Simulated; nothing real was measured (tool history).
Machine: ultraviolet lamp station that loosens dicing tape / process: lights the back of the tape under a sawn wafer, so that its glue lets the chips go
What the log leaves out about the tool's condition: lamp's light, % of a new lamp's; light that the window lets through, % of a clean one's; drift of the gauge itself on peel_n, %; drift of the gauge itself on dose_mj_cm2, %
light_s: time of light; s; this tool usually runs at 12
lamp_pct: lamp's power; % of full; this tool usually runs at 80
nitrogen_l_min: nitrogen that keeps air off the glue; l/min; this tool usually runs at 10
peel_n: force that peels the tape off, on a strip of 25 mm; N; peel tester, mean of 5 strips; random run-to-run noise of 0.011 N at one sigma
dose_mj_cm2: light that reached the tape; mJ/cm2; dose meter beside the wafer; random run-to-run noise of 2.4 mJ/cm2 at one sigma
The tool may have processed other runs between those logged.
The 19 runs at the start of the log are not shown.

run   hour  light_s  lamp_pct  nitrogen_l_min  hours of work of the lamp  hours of work since the window was cleaned  peel_n  dose_mj_cm2
 20  410.1       12        80              10                        700                                         302   0.788          226
 21  427.2       12        80              10                        709                                         311   0.797          228
 22  445.7       12        80              10                        719                                         321   0.786          223
 23  471.0       12        80              10                        732                                         334   0.820          225
 24  495.0       10        80              10                        744                                         346   1.257          186
 25  513.5       11        78              10                        754                                         356   1.093          195
 26  535.3       22        80               5                        765                                         367   0.363          403
     540.8  -- window cleaned of glue's vapour
 27  563.7       22        80               5                        779                                          12   0.394          397
 28  580.6       18        80              10                        788                                          21   0.329          325
     596.7  -- window cleaned of glue's vapour, once more
 29  609.2       11        80               3                        803                                           6   2.411          213
 30  631.3       13        80              18                        814                                          18   0.396          250
 31  646.7       13        80              18                        822                                          26   0.380          247
 32  673.5       13        80              18                        836                                          40   0.398          244
 33  703.6       20        71              10                        851                                          55   0.316          335
 34  726.7       11        78               5                        863                                          67   1.806          203
 35  742.9       13        78               5                        872                                          76   1.240          241
 36  764.3       14        78               5                        883                                          87   1.113          255
 37  784.2       22        78               5                        893                                          97   0.382          400
 38  799.6       12        78              15                        901                                         105   0.648          219
 39  819.5       12        84              10                        911                                         115   0.736          235
 40  835.1       11        61               5                        919                                         123   2.779          156
 41  852.1       19        91               5                        928                                         132   0.402          396
 42  874.3        8        89              10                        940                                         143   1.623          161
 43  898.8       14        75               8                        952                                         156   0.885          241

4 ways to go on from here, each from the tool as it stands after run 43. What would each give?
  A  924.6       15        97               4                        966                                         169       ?            ?
  B  924.6       10        75               5                        966                                         169       ?            ?
  C  924.6       18        86              10                        966                                         169       ?            ?
  D  924.6       14        75               7                        966                                         169       ?            ?

run  peel_n  dose_mj_cm2
  A   0.771          328
  B   2.481          169
  C   0.286          353
  D   0.997          243
With no hidden state in the tool, these same runs would have given:
run  peel_n  dose_mj_cm2
  A   0.428          417
  B   1.649          215
  C   0.192          448
  D   0.565          308
